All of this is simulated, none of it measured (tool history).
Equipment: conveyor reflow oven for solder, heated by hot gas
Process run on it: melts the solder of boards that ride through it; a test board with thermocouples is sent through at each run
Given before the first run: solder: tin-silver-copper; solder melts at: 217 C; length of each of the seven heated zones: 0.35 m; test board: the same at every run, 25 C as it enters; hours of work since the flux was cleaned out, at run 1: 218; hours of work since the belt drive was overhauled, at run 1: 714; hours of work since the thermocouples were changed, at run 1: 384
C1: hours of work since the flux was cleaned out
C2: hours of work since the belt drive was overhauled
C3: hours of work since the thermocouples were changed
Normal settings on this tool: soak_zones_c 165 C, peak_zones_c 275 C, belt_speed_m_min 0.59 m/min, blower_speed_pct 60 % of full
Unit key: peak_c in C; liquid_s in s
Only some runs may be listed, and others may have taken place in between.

{"run": 1, "hour": 0.0, "soak_zones_c": 165, "peak_zones_c": 275, "belt_speed_m_min": 0.59, "blower_speed_pct": 60, "C1": 218, "C2": 714, "C3": 384, "peak_c": 258.3, "liquid_s": 54.8}
{"run": 2, "hour": 64.1, "soak_zones_c": 165, "peak_zones_c": 275, "belt_speed_m_min": 0.59, "blower_speed_pct": 60, "C1": 257, "C2": 754, "C3": 423, "peak_c": 258, "liquid_s": 54.7}
{"hour": 98.2, "done": "flux residue cleaned out of gas plates and filters"}
{"run": 3, "hour": 109.7, "soak_zones_c": 165, "peak_zones_c": 275, "belt_speed_m_min": 0.59, "blower_speed_pct": 60, "C1": 7, "C2": 779, "C3": 448, "peak_c": 260.3, "liquid_s": 55.9}
{"run": 4, "hour": 146.2, "soak_zones_c": 165, "peak_zones_c": 275, "belt_speed_m_min": 0.621, "blower_speed_pct": 60, "C1": 29, "C2": 801, "C3": 470, "peak_c": 258.4, "liquid_s": 52.1}
{"run": 5, "hour": 174.5, "soak_zones_c": 165, "peak_zones_c": 275, "belt_speed_m_min": 0.621, "blower_speed_pct": 60, "C1": 47, "C2": 819, "C3": 488, "peak_c": 258.3, "liquid_s": 52.1}
{"run": 6, "hour": 211.1, "soak_zones_c": 165, "peak_zones_c": 275, "belt_speed_m_min": 0.621, "blower_speed_pct": 60, "C1": 69, "C2": 841, "C3": 510, "peak_c": 258, "liquid_s": 52.2}
{"run": 7, "hour": 276.7, "soak_zones_c": 165, "peak_zones_c": 275, "belt_speed_m_min": 0.621, "blower_speed_pct": 60, "C1": 110, "C2": 881, "C3": 550, "peak_c": 257.7, "liquid_s": 51.8}
{"run": 8, "hour": 333.6, "soak_zones_c": 165, "peak_zones_c": 281, "belt_speed_m_min": 0.59, "blower_speed_pct": 85, "C1": 145, "C2": 916, "C3": 585, "peak_c": 270.3, "liquid_s": 61.7}
{"hour": 345.4, "done": "belt drive overhauled, speed set with a stopwatch"}
{"run": 9, "hour": 392.0, "soak_zones_c": 165, "peak_zones_c": 282, "belt_speed_m_min": 0.59, "blower_speed_pct": 58, "C1": 178, "C2": 29, "C3": 619, "peak_c": 264.8, "liquid_s": 58}
{"run": 10, "hour": 421.0, "soak_zones_c": 166, "peak_zones_c": 270, "belt_speed_m_min": 0.554, "blower_speed_pct": 58, "C1": 196, "C2": 46, "C3": 637, "peak_c": 256, "liquid_s": 57.3}
{"run": 11, "hour": 462.3, "soak_zones_c": 165, "peak_zones_c": 275, "belt_speed_m_min": 0.671, "blower_speed_pct": 65, "C1": 221, "C2": 72, "C3": 662, "peak_c": 255, "liquid_s": 45.2}
{"run": 12, "hour": 490.8, "soak_zones_c": 180, "peak_zones_c": 282, "belt_speed_m_min": 0.59, "blower_speed_pct": 60, "C1": 239, "C2": 89, "C3": 680, "peak_c": 267.8, "liquid_s": 64}

Hidden state or all else? Some run-to-run changes of peak_c, split into what the settings, what came in and random variation would give without the hidden state, and what is left for the hidden state (with any gauge scatter that isn't in both results):
Unlogged tool condition in this case: heat that the gas passes to the board, % of a clean oven's; belt's true speed, % of the reading; true gas temperature in zones 6 and 7 over the reading, C; drift of the gauge itself on peak_c, C; drift of the gauge itself on liquid_s, %.
Run 2 -> 3: flux residue cleaned out of gas plates and filters. peak_c +2.3 C: hidden state +2.1, all else +0.2.
Run 11 -> 12: soak_zones_c 165 -> 180, peak_zones_c 275 -> 282, belt_speed_m_min 0.671 -> 0.59, blower_speed_pct 65 -> 60. peak_c +12.8 C: hidden state +0.6, all else +12.2.
